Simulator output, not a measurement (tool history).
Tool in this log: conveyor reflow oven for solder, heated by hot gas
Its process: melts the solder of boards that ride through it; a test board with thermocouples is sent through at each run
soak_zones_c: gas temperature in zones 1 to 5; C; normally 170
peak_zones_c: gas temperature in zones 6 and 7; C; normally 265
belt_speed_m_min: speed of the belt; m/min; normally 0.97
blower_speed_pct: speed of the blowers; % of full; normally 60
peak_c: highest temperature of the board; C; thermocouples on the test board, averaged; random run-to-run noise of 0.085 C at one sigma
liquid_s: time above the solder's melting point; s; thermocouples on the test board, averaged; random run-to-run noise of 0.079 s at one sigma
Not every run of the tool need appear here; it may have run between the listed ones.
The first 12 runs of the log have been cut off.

| run | day | soak_zones_c | peak_zones_c | belt_speed_m_min | blower_speed_pct | hours of work since the flux was cleaned out | hours of work since the belt drive was overhauled | hours of work since the thermocouples were changed | peak_c | liquid_s |
|---|---|---|---|---|---|---|---|---|---|---|
| 13 | 4.142 | 170 | 265 | 0.97 | 60 | 129 | 212 | 555 | 239.69 | 27.06 |
| 14 | 4.542 | 170 | 258 | 0.97 | 60 | 134 | 217 | 559 | 234.44 | 22.83 |
| 15 | 4.821 | 170 | 265 | 1.121 | 60 | 137 | 220 | 563 | 233.04 | 17.8 |
| 16 | 5.158 | 170 | 265 | 1.121 | 60 | 141 | 224 | 567 | 233.15 | 17.74 |
| 17 | 5.367 | 170 | 278 | 0.97 | 60 | 144 | 226 | 569 | 249.84 | 33.34 |
| 18 | 5.662 | 170 | 271 | 0.97 | 60 | 147 | 230 | 573 | 244.19 | 30.02 |
| 19 | 5.921 | 170 | 271 | 0.97 | 60 | 150 | 233 | 576 | 244.16 | 30.03 |
| 20 | 6.262 | 158 | 271 | 0.97 | 55 | 154 | 237 | 580 | 239.41 | 24.42 |
| 21 | 6.6 | 170 | 269 | 0.97 | 60 | 158 | 241 | 584 | 242.62 | 28.85 |
| 22 | 7.008 | 164 | 265 | 0.97 | 60 | 163 | 246 | 589 | 237.81 | 24.31 |
| 23 | 7.367 | 164 | 265 | 0.97 | 60 | 168 | 250 | 593 | 237.87 | 24.37 |
| 24 | 7.654 | 164 | 263 | 0.97 | 58 | 171 | 254 | 597 | 235.8 | 22.65 |
| 25 | 7.942 | 164 | 255 | 0.96 | 59 | 174 | 257 | 600 | 230.15 | 18.04 |
| 26 | 8.175 | 170 | 280 | 0.97 | 60 | 177 | 260 | 603 | 251.03 | 33.95 |
| 27 | 8.496 | 170 | 280 | 0.97 | 60 | 181 | 264 | 607 | 251.15 | 33.88 |
| 28 | 8.908 | 170 | 280 | 0.97 | 60 | 186 | 269 | 612 | 251.07 | 34.02 |
| 29 | 9.183 | 170 | 261 | 0.97 | 59 | 189 | 272 | 615 | 235.89 | 24 |
| 30 | 9.412 | 180 | 264 | 0.97 | 60 | 192 | 275 | 618 | 241.14 | 30.28 |
| 31 | 9.638 | 175 | 262 | 0.97 | 60 | 195 | 278 | 620 | 238.28 | 27.08 |

3 options for the next run, each taken on its own from the tool as it stands now. Forecast them:
| A | 10.071 | 177 | 265 | 0.97 | 60 | 200 | 283 | 626 | ? | ? |
| B | 10.071 | 175 | 267 | 1.148 | 63 | 200 | 283 | 626 | ? | ? |
| C | 10.071 | 175 | 272 | 0.97 | 60 | 200 | 283 | 626 | ? | ? |

| run | peak_c | liquid_s |
|---|---|---|
| A | 241.09 | 29.74 |
| B | 235.31 | 19.87 |
| C | 245.87 | 32.17 |
Had the tool no hidden state, the same runs would have come out as:
| run | peak_c | liquid_s |
|---|---|---|
| A | 241.75 | 30.34 |
| B | 236.36 | 20.78 |
| C | 246.63 | 32.7 |
